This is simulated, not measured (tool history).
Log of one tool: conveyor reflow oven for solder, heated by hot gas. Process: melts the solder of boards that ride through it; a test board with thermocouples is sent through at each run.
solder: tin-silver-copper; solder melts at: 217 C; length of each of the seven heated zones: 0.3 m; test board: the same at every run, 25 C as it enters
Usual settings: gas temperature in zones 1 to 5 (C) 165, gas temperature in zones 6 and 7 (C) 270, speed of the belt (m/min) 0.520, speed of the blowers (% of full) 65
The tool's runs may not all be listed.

run    hour  gas temperature in zones 1 to 5 (C)  gas temperature in zones 6 and 7 (C)  speed of the belt (m/min)  speed of the blowers (% of full)  highest temperature of the board (C)  time above the solder's melting point (s)
  1     0.0                                  165                                   270                      0.520                                65                                 254.5                                       50.7
  2    56.4                                  165                                   270                      0.520                                65                                 254.0                                       50.9
  3   108.9                                  176                                   270                      0.520                                65                                 256.3                                       54.9
  4   162.0                                  165                                   270                      0.520                                65                                 253.9                                       50.7
  5   198.9                                  165                                   270                      0.520                                65                                 253.9                                       50.6
  6   275.9                                  165                                   270                      0.520                                65                                 253.5                                       50.3
  7   322.8                                  165                                   270                      0.520                                65                                 254.1                                       50.3
  8   383.8                                  173                                   270                      0.520                                65                                 255.2                                       53.7
  9   435.3                                  165                                   270                      0.520                                65                                 253.6                                       50.4
 10   471.8                                  152                                   270                      0.520                                65                                 251.4                                       45.8
      492.5  -- flux residue cleaned out of gas plates and filters
 11   509.4                                  152                                   270                      0.520                                65                                 251.9                                       45.9
 12   545.5                                  152                                   270                      0.520                                65                                 251.8                                       45.8
 13   621.5                                  165                                   270                      0.520                                65                                 254.0                                       50.6
 14   662.2                                  165                                   270                      0.520                                65                                 254.0                                       50.6
 15   699.3                                  165                                   270                      0.520                                65                                 253.8                                       50.7
      718.7  -- thermocouples of zones 6 and 7 changed
 16   761.6                                  161                                   270                      0.499                                65                                 254.6                                       52.3
 17   831.8                                  165                                   274                      0.520                                77                                 260.5                                       55.3
 18   868.9                                  153                                   274                      0.596                                53                                 244.6                                       33.8
 19   943.8                                  153                                   274                      0.596                                53                                 244.8                                       33.4
 20  1018.3                                  176                                   273                      0.596                                79                                 257.5                                       48.9
 21  1056.1                                  163                                   260                      0.520                                75                                 247.3                                       46.2
     1095.5  -- flux residue cleaned out of gas plates and filters
 22  1095.5                                  163                                   260                      0.520                                75                                 247.1                                       46.5
 23  1140.9                                  163                                   260                      0.520                                75                                 247.2                                       46.3
 24  1210.9                                  163                                   260                      0.520                                75                                 247.3                                       46.2
 25  1275.6                                  170                                   270                      0.503                                65                                 256.2                                       55.4
 26  1333.1                                  170                                   270                      0.503                                65                                 255.8                                       55.4
 27  1367.0                                  179                                   265                      0.463                                59                                 253.7                                       62.0
 28  1436.4                                  178                                   270                      0.455                                65                                 259.9                                       67.1
 29  1478.1                                  171                                   274                      0.620                                88                                 258.5                                       46.1
 30  1536.2                                  166                                   277                      0.520                                65                                 260.5                                       54.9

3 ways to go on from here, each from the tool as it stands after run 30. What would each give?
  A  1607.8                                  165                                   266                      0.603                                65                                     ?                                          ?
  B  1607.8                                  166                                   281                      0.564                                65                                     ?                                          ?
  C  1607.8                                  178                                   277                      0.520                                65                                     ?                                          ?

run  highest temperature of the board (C)  time above the solder's melting point (s)
  A                                 245.3                                       37.2
  B                                 261.1                                       50.4
  C                                 262.5                                       59.1
Without the tool's hidden state the same runs would have given:
run  highest temperature of the board (C)  time above the solder's melting point (s)
  A                                 245.4                                       37.2
  B                                 261.1                                       50.4
  C                                 262.6                                       59.1

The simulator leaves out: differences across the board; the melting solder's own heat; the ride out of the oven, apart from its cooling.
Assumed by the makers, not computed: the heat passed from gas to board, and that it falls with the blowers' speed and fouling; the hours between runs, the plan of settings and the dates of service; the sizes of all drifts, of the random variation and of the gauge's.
